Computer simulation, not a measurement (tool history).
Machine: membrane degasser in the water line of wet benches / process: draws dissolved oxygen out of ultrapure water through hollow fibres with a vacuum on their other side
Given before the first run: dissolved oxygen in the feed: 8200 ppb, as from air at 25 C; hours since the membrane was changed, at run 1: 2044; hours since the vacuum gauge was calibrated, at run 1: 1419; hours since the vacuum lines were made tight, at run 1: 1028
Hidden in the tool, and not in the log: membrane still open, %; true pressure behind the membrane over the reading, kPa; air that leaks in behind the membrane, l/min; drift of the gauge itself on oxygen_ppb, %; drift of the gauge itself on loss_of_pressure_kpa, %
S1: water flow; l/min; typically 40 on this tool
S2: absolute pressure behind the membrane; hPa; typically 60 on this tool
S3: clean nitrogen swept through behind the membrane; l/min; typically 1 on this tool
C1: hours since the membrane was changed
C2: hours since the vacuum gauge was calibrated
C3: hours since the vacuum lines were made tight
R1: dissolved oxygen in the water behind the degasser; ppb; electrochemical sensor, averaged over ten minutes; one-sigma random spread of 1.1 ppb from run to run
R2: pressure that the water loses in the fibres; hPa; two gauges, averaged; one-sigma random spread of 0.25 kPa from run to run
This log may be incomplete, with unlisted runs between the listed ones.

Run 1, hour 0: usual settings; C1 2044; C2 1419; C3 1028. Result: R1 232.6 ppb, R2 701 hPa.
Run 2, hour 298.8: usual settings; C1 2343; C2 1718; C3 1327. Result: R1 234.1 ppb, R2 702.2 hPa.
Run 3, hour 579.3: usual settings but S1 39 l/min; C1 2623; C2 1999; C3 1607. Result: R1 229.5 ppb, R2 689.8 hPa.
Run 4, hour 788.2: usual settings; C1 2832; C2 2208; C3 1816. Result: R1 236.8 ppb, R2 701.6 hPa.
Run 5, hour 1146.3: usual settings; C1 3190; C2 2566; C3 2174. Result: R1 234.7 ppb, R2 709.6 hPa.
Run 6, hour 1332.8: usual settings but S3 1.64 l/min; C1 3377; C2 2752; C3 2361. Result: R1 163.9 ppb, R2 716.2 hPa.
Run 7, hour 1642.9: usual settings but S3 1.64 l/min; C1 3687; C2 3062; C3 2671. Result: R1 163.9 ppb, R2 715.4 hPa.
Run 8, hour 1829.9: usual settings but S3 1.64 l/min; C1 3874; C2 3249; C3 2858. Result: R1 165.9 ppb, R2 720.1 hPa.
Run 9, hour 2062.3: usual settings but S1 30 l/min, S2 46.7 hPa; C1 4106; C2 3482; C3 3090. Result: R1 103.3 ppb, R2 542.8 hPa.
Run 10, hour 2219.5: usual settings but S1 45 l/min, S2 59 hPa, S3 0.6 l/min; C1 4263; C2 3639; C3 3248. Result: R1 367.8 ppb, R2 818.1 hPa.
At hour 2241.5: vacuum gauge calibrated.
Run 11, hour 2526.5: usual settings but S1 56 l/min, S2 51.5 hPa, S3 2.16 l/min; C1 4570; C2 285; C3 3554. Result: R1 158.4 ppb, R2 1025.6 hPa.
Run 12, hour 2757.4: usual settings but S1 45 l/min, S2 86.1 hPa, S3 0.81 l/min; C1 4801; C2 516; C3 3785. Result: R1 566.7 ppb, R2 821.5 hPa.
At hour 2841.5: vacuum gauge calibrated, once more.
Run 13, hour 3051.4: usual settings but S1 45 l/min, S2 86.1 hPa, S3 0.81 l/min; C1 5094; C2 210; C3 4078. Result: R1 545.1 ppb, R2 819.6 hPa.

What will run 14 give?
At hour 3216: seals of the vacuum lines changed.
Run 14, hour 3249.1: usual settings but S1 45 l/min, S2 86.1 hPa, S3 0.81 l/min; C1 5290; C2 406; C3 33. Result: R1 ?, R2 ?.

R1: 553.1 ppb
R2: 834.6 hPa
On a tool with no hidden condition, and with the same random variation, this run would have come out at R1 544.9 ppb, R2 764.1 hPa.

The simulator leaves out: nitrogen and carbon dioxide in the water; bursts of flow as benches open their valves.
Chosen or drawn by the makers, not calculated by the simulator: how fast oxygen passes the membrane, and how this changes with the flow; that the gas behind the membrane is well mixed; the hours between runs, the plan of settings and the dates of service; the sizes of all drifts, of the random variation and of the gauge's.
